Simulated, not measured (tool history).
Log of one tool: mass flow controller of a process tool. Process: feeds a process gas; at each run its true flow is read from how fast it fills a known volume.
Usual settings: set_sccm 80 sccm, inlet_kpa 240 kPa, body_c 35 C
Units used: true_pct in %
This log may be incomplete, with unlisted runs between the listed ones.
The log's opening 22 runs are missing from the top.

run,hour,set_sccm,inlet_kpa,body_c,hours of work since the controller was set to zero,hours of work since the controller was changed,true_pct
23,2137.1,86,142,25,2665,2665,100.32
24,2230.4,43,240,35,2735,2735,100.64
25,2288.5,71,199,35,2778,2778,101.12
26,2375.3,71,199,35,2843,2843,101.3
27,2469.2,71,199,35,2913,2913,101.36
28,2589.9,73,278,30,3003,3003,100.86
29,2657.4,10,154,29,3053,3053,99.76
30,2752.1,10,154,29,3123,3123,100.04
31,2848.5,88,172,24,3195,3195,101.01
32,2980.7,88,166,31,3293,3293,101.89
33,3037.1,88,166,31,3335,3335,101.98
34,3155.2,45,240,35,3423,3423,101.37
35,3260.2,80,240,22,3502,3502,100.92
36,3359.7,80,171,35,3576,3576,102.72
37,3480,67,255,35,3665,3665,102.14
38,3565.3,17,240,32,3729,3729,101.06
39,3687.6,17,240,32,3820,3820,101.28

Each row is a separate what-if for the run after 39, all from the same tool condition, not one after another. Results?
A,3750.2,80,188,34,3866,3866,?
B,3750.2,16,276,37,3866,3866,?
C,3750.2,31,240,35,3866,3866,?
D,3750.2,18,258,39,3866,3866,?

run,true_pct
A,102.88
B,101.74
C,101.94
D,102.05
Without the tool's unlogged condition, the same runs would have read:
run,true_pct
A,100.59
B,99.47
C,99.68
D,99.78

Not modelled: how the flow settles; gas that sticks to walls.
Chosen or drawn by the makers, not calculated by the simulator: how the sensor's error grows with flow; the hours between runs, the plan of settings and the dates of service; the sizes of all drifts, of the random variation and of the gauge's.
